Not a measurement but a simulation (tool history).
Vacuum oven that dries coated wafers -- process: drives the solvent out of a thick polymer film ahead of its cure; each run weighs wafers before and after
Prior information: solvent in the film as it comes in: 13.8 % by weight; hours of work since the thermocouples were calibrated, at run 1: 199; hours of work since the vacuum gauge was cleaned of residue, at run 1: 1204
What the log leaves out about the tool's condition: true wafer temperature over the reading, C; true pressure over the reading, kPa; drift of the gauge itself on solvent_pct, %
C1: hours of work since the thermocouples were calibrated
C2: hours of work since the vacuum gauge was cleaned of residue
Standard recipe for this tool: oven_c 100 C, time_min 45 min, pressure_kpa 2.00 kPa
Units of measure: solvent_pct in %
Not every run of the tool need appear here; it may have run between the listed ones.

Run 1, day 0.000: usual settings; C1 199; C2 1204. Result: solvent_pct 1.565 %.
Run 2, day 1.433: usual settings but pressure_kpa 6.16 kPa; C1 213; C2 1218. Result: solvent_pct 3.382 %.
Run 3, day 2.733: usual settings but pressure_kpa 6.16 kPa; C1 226; C2 1231. Result: solvent_pct 3.384 %.
Run 4, day 5.075: usual settings; C1 249; C2 1254. Result: solvent_pct 1.557 %.
Run 5, day 7.025: usual settings but oven_c 114 C; C1 268; C2 1273. Result: solvent_pct 0.724 %.
Run 6, day 9.233: usual settings but oven_c 114 C; C1 290; C2 1295. Result: solvent_pct 0.714 %.
Run 7, day 11.100: usual settings but oven_c 86 C; C1 308; C2 1313. Result: solvent_pct 3.552 %.
Run 8, day 13.754: usual settings but oven_c 86 C; C1 334; C2 1339. Result: solvent_pct 3.522 %.
Run 9, day 16.867: usual settings but oven_c 88 C, time_min 58 min, pressure_kpa 3.20 kPa; C1 365; C2 1370. Result: solvent_pct 3.287 %.
Run 10, day 19.088: usual settings but oven_c 98 C, pressure_kpa 5.39 kPa; C1 387; C2 1392. Result: solvent_pct 3.295 %.
Run 11, day 21.567: usual settings but oven_c 93 C, time_min 79 min, pressure_kpa 1.63 kPa; C1 411; C2 1416. Result: solvent_pct 1.317 %.
Run 12, day 24.029: usual settings but oven_c 93 C, time_min 48 min, pressure_kpa 2.73 kPa; C1 435; C2 1440. Result: solvent_pct 2.620 %.
Run 13, day 27.217: usual settings but oven_c 93 C, time_min 48 min, pressure_kpa 2.73 kPa; C1 466; C2 1472. Result: solvent_pct 2.618 %.
Run 14, day 28.796: usual settings but oven_c 89 C, time_min 57 min, pressure_kpa 3.64 kPa; C1 482; C2 1487. Result: solvent_pct 3.405 %.
Run 15, day 30.533: usual settings but oven_c 89 C, time_min 72 min, pressure_kpa 1.38 kPa; C1 499; C2 1504. Result: solvent_pct 1.623 %.
Run 16, day 32.854: usual settings but oven_c 105 C, time_min 54 min, pressure_kpa 1.38 kPa; C1 522; C2 1527. Result: solvent_pct 0.793 %.

Below, some changes in solvent_pct between adjacent runs. For each, the amount present without the hidden state too (settings, incoming material, random variation) and the amount remaining for the hidden state with gauge scatter not shared by both compared results:
Run 6 -> 7: oven_c 114 -> 86. solvent_pct +2.838 %: hidden state +0.087, all else +2.751.

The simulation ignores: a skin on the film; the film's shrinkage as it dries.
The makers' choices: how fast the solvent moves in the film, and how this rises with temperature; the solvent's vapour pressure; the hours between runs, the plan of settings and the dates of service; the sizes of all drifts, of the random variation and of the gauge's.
